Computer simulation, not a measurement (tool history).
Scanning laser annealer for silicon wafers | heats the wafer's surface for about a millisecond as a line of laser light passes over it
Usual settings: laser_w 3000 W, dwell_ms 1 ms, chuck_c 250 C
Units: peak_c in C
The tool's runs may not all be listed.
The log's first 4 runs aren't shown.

run	hour	laser_w	dwell_ms	chuck_c	peak_c
5	130.4	3000	1	250	980
6	163.9	3000	1	245	976
7	203.4	3000	1	245	970
# hour 222.2: window over the wafer cleaned
8	228.3	3000	1	245	999
9	254.2	2585	1	245	895
10	283.6	2585	1	245	898
11	314.4	2585	1	245	895
12	351.1	2585	1	245	892
13	367.5	3000	1	250	998
14	394	3000	1	250	997
15	429.7	3000	1	250	993
# hour 436.9: optics aligned, line set to its width
16	460.4	3000	0.79	284	928
17	496.4	3000	0.79	284	927
18	520.9	3000	0.7	250	849
19	548.1	3000	1	283	1015
# hour 579.2: optics aligned, line set to its width, once more
20	582.3	3000	1.05	285	1050
21	622.1	3231	1	267	1063
22	657.2	3231	1	267	1062
23	693	3231	1	267	1062
24	718.3	2853	1	255	956
25	736.2	2658	0.77	226	789
26	774.4	2658	0.77	226	785
27	791.4	2991	0.77	226	857
28	816.6	2991	0.77	226	855

The next listed run, before its measurement:
29	834.1	3098	1.07	255	?

{"run 29": {"peak_c": 1041}}
Without the tool's hidden state the same run would have given peak_c 1080 C.
